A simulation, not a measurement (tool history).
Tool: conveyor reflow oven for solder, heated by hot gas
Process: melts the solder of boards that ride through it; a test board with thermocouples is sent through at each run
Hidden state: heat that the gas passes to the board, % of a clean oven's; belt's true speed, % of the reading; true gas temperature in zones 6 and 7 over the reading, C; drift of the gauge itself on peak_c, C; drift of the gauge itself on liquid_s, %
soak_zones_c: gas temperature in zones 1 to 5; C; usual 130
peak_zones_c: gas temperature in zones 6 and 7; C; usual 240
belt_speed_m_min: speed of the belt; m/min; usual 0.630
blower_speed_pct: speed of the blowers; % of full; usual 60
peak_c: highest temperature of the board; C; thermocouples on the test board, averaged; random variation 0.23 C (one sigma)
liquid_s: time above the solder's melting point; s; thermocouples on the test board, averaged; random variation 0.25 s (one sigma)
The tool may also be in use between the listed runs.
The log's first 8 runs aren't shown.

run	hour	soak_zones_c	peak_zones_c	belt_speed_m_min	blower_speed_pct	hours of work since the flux was cleaned out	hours of work since the belt drive was overhauled	hours of work since the thermocouples were changed	peak_c	liquid_s
9	290.8	130	240	0.630	60	76	443	488	211.5	47.5
10	336.0	130	240	0.630	60	112	479	524	211.7	47.7
# hour 355.7: thermocouples of zones 6 and 7 changed
11	363.0	130	240	0.630	60	131	498	6	211.5	47.3
12	395.4	130	242	0.630	60	156	523	31	213.1	49.2
13	429.5	130	242	0.630	60	182	549	57	213.2	48.7
14	468.5	130	242	0.630	60	213	580	88	213.3	49.1
15	507.0	130	242	0.630	60	243	610	117	213.2	48.7
16	526.2	130	231	0.630	60	257	624	132	204.6	39.6
17	571.8	130	231	0.630	60	293	660	168	204.8	39.7
18	599.3	130	249	0.543	53	314	681	189	221.4	66.0
19	637.0	130	249	0.543	53	343	710	218	221.5	65.7
20	672.9	130	249	0.543	53	371	738	246	221.5	65.8
21	708.0	130	242	0.680	51	398	765	273	203.9	34.6
22	727.7	132	242	0.533	51	414	781	289	215.5	62.0
23	761.4	121	231	0.503	77	440	807	315	217.1	65.8
24	803.2	117	240	0.630	54	472	839	347	204.4	35.7
# hour 842.4: flux residue cleaned out of gas plates and filters
25	849.3	130	232	0.671	63	5	871	379	204.2	37.1
26	878.8	130	232	0.671	63	28	894	402	204.1	36.3
27	904.7	138	233	0.671	63	48	914	422	207.1	42.7
28	946.7	138	233	0.671	63	81	947	455	206.7	42.6
29	990.5	142	237	0.630	68	115	981	489	215.3	56.5
30	1029.7	142	237	0.630	68	145	1011	519	215.4	56.0
# hour 1055.5: thermocouples of zones 6 and 7 changed
31	1055.8	143	240	0.630	60	164	1030	0	214.7	55.2

4 ways to go on from here, each from the tool as it stands after run 31. What would each give?
A	1091.6	131	240	0.551	73	192	1058	28	?	?
B	1091.6	126	239	0.630	70	192	1058	28	?	?
C	1091.6	130	233	0.630	71	192	1058	28	?	?
D	1091.6	143	238	0.502	60	192	1058	28	?	?

run	peak_c	liquid_s
A	222.3	67.1
B	214.1	49.4
C	210.7	47.5
D	221.1	76.7
Without the tool's hidden state the same runs would have given:
run	peak_c	liquid_s
A	222.3	67.1
B	214.1	49.4
C	210.7	47.5
D	221.2	76.7
